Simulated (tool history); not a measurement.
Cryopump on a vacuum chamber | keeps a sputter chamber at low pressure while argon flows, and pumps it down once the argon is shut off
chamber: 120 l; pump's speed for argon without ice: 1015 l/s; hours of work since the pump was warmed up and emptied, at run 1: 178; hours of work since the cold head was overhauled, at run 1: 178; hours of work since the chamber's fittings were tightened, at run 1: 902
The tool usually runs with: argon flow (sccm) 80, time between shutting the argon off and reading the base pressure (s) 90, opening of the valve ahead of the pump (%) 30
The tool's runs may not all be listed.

run	day	argon flow (sccm)	time between shutting the argon off and reading the base pressure (s)	opening of the valve ahead of the pump (%)	hours of work since the pump was warmed up and emptied	hours of work since the cold head was overhauled	hours of work since the chamber's fittings were tightened	pressure while argon flows (Pa)	pressure after the wait (uPa)
1	0.000	80	90	30	178	178	902	0.4516	1.61
2	1.933	80	90	30	206	206	930	0.4505	1.65
3	3.996	80	90	30	236	236	960	0.4525	1.64
4	6.758	80	90	30	276	276	1001	0.4635	1.62
5	8.708	80	90	30	305	305	1029	0.4601	1.74
6	12.146	80	90	30	355	355	1079	0.4619	1.78
7	15.146	80	90	21	399	399	1123	0.6554	1.68
8	18.654	80	90	21	450	450	1174	0.6615	1.85
9	22.096	80	25	21	500	500	1224	0.6636	4.38
10	24.800	80	25	21	539	539	1264	0.6696	4.42
11	27.946	80	25	21	585	585	1310	0.6677	4.42
12	31.017	80	90	51	630	630	1355	0.2983	1.92
13	33.717	80	90	25	670	670	1394	0.5721	1.93
14	35.746	80	90	25	699	699	1424	0.5750	1.98
15	39.238	80	90	25	750	750	1475	0.5793	2.03
16	41.467	80	90	25	783	783	1507	0.5833	2.04
17	44.558	80	90	25	828	828	1552	0.5881	2.13
18	47.958	80	90	30	877	877	1602	0.5017	2.13
19	50.683	53	29	26	917	917	1642	0.3843	4.20
20	52.221	53	29	26	940	940	1664	0.3834	4.24
# day 53.242: pump warmed up, emptied and cooled again
21	54.462	53	260	51	18	969	1694	0.1750	1.21
22	57.579	53	260	51	63	1015	1739	0.1757	1.19
23	59.708	53	260	51	94	1046	1770	0.1780	1.20
24	63.400	53	260	51	148	1100	1824	0.1790	1.21
25	66.962	51	90	57	200	1152	1876	0.1572	1.95
26	68.633	51	90	57	225	1176	1900	0.1568	1.95
27	70.242	51	90	57	248	1199	1924	0.1580	1.95
28	71.775	51	90	57	270	1222	1946	0.1597	2.00
29	75.467	149	90	45	324	1276	2000	0.5858	2.04
30	77.150	149	90	45	349	1300	2025	0.5898	2.05
31	79.712	156	130	19	386	1338	2062	1.4040	1.66
32	82.525	52	47	47	427	1379	2103	0.2009	2.96
33	84.075	52	47	47	450	1401	2126	0.2028	3.08
34	86.062	52	47	47	479	1430	2155	0.2039	3.01
35	88.925	80	56	30	521	1472	2196	0.4764	2.79

Some steps in pressure while argon flows (Pa), run to run, broken into two amounts with sign: the step expected even without the hidden condition (settings, incoming material, random variation), and the rest, left for the hidden condition together with whatever gauge scatter is not in both the measured and the hidden-condition-free result:
Unlogged tool condition in this case: pump's speed, % of a pump's without ice; cold plate's temperature, K; leak into the chamber, uPa l/s; drift of the gauge itself on working_pa, %; drift of the gauge itself on base_upa, %.
Run 20 -> 21: time between shutting the argon off and reading the base pressure (s) 29 -> 260, opening of the valve ahead of the pump (%) 26 -> 51, pump warmed up, emptied and cooled again. pressure while argon flows (Pa) -0.2084: hidden state -0.0409, all else -0.1675.
Run 28 -> 29: argon flow (sccm) 51 -> 149, opening of the valve ahead of the pump (%) 57 -> 45. pressure while argon flows (Pa) +0.4261: hidden state +0.0252, all else +0.4009.
Run 30 -> 31: argon flow (sccm) 149 -> 156, time between shutting the argon off and reading the base pressure (s) 90 -> 130, opening of the valve ahead of the pump (%) 45 -> 19. pressure while argon flows (Pa) +0.8142: hidden state +0.0061, all else +0.8081.
Run 31 -> 32: argon flow (sccm) 156 -> 52, time between shutting the argon off and reading the base pressure (s) 130 -> 47, opening of the valve ahead of the pump (%) 19 -> 47. pressure while argon flows (Pa) -1.2031: hidden state -0.0276, all else -1.1755.
